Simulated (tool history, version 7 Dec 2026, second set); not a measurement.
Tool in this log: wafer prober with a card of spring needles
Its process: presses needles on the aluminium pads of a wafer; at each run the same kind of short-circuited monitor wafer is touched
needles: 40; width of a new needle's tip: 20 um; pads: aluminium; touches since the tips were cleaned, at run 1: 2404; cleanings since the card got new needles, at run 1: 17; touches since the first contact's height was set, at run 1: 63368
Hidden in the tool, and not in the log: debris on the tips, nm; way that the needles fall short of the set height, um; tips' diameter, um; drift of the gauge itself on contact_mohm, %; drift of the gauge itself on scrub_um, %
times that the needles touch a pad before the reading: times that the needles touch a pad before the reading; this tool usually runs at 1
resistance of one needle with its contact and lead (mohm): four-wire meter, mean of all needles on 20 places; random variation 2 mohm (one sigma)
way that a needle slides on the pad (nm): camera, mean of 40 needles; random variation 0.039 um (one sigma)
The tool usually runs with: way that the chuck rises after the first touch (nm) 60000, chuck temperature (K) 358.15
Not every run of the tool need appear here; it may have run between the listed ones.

run	hour	way that the chuck rises after the first touch (nm)	chuck temperature (K)	times that the needles touch a pad before the reading	touches since the tips were cleaned	cleanings since the card got new needles	touches since the first contact's height was set	resistance of one needle with its contact and lead (mohm)	way that a needle slides on the pad (nm)
1	0.0	60000	358.15	1	2404	17	63368	678	12730
# hour 2.6: tips cleaned on abrasive film
2	10.1	60000	358.15	1	2111	18	66197	677	12740
# hour 14.4: tips cleaned on abrasive film
3	22.9	60000	358.15	1	2411	19	69797	697	12730
# hour 25.3: tips cleaned on abrasive film
# hour 36.2: tips cleaned on abrasive film
4	37.8	60000	358.15	1	448	21	73977	371	12710
# hour 47.3: tips cleaned on abrasive film
5	48.5	60000	358.15	1	344	22	76984	360	12650
# hour 59.1: tips cleaned on abrasive film
6	61.3	60000	358.15	1	623	23	80573	439	12650
# hour 69.7: tips cleaned on abrasive film
7	69.7	52000	370.15	1	0	24	82924	296	10900
# hour 80.6: tips cleaned on abrasive film
8	85.2	67000	358.15	2	1292	25	87297	393	14200
# hour 92.3: tips cleaned on abrasive film
9	94.6	67000	329.15	2	664	26	89943	332	14210
# hour 103.2: tips cleaned on abrasive film
10	110.8	50000	359.15	1	2157	27	94500	892	10490
# hour 114.3: tips cleaned on abrasive film
11	119.8	50000	359.15	1	1553	28	97024	791	10440

4 ways to go on from here, each from the tool as it stands after run 11. What would each give?
# hour 125.4: tips cleaned on abrasive film
A	131.8	60000	341.15	1	1814	29	100380	?	?
# hour 125.4: tips cleaned on abrasive film
B	131.8	66000	298.15	1	1814	29	100380	?	?
# hour 125.4: tips cleaned on abrasive film
C	131.8	45000	358.15	2	1814	29	100380	?	?
# hour 125.4: tips cleaned on abrasive film
D	131.8	60000	358.15	1	1814	29	100380	?	?

run	resistance of one needle with its contact and lead (mohm)	way that a needle slides on the pad (nm)
A	637	12600
B	586	13870
C	658	9380
D	630	12580
With no hidden state in the tool, these same runs would have given:
run	resistance of one needle with its contact and lead (mohm)	way that a needle slides on the pad (nm)
A	215	12970
B	206	14250
C	228	9760
D	218	12950
